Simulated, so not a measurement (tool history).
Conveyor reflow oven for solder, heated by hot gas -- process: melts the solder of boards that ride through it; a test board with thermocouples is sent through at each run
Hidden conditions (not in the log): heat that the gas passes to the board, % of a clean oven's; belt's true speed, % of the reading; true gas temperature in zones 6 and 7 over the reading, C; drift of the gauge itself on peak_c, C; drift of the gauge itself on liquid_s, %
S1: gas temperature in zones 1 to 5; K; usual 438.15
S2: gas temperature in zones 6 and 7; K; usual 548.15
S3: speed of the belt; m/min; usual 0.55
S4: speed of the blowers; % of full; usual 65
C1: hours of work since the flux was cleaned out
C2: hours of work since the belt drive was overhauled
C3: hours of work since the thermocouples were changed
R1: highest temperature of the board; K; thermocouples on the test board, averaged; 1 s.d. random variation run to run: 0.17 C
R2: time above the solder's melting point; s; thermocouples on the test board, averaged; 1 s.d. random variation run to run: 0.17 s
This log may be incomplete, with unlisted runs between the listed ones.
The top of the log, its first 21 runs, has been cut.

run     day      S1      S2     S3  S4   C1   C2   C3      R1    R2
 22   9.017  428.15  548.15  0.499  65  120  295  503  526.05  64.5
 23   9.375  438.15  548.15  0.599  65  124  299  507  520.05    50
 24   9.638  438.15  548.15  0.599  65  127  302  510  519.95  49.9
 25  10.238  438.15  544.15  0.599  65  134  309  517  516.35  46.7
 26  10.512  444.15  544.15  0.617  90  137  312  521  525.05  56.5
 27  10.971  444.15  559.15  0.527  90  142  318  526  543.55  79.9
 28  11.492  426.15  557.15  0.517  65  148  324  532  531.35  65.9
         12  -- thermocouples of zones 6 and 7 changed
 29  12.104  438.15  556.15  0.461  77  155  330    1  542.25    88
 30  12.438  438.15  556.15  0.461  77  159  334    5  542.55  88.4

4 options for the next run, each taken on its own from the tool as it stands now. Forecast them:
  A  12.996  438.15  548.15  0.461  77  165  340  12   ?   ?
  B  12.996  438.15  548.15  0.468  86  165  340  12   ?   ?
  C  12.996  438.15  548.15   0.62  55  165  340  12   ?   ?
  D  12.996  439.15  551.15  0.461  77  165  340  12   ?   ?

run      R1    R2
  A  534.95  83.7
  B  536.55    84
  C  513.85  40.8
  D  537.85  85.8
Without the tool's hidden state the same runs would have given:
run      R1    R2
  A  535.65    84
  B  537.25  84.3
  C  514.75  41.9
  D  538.55    86
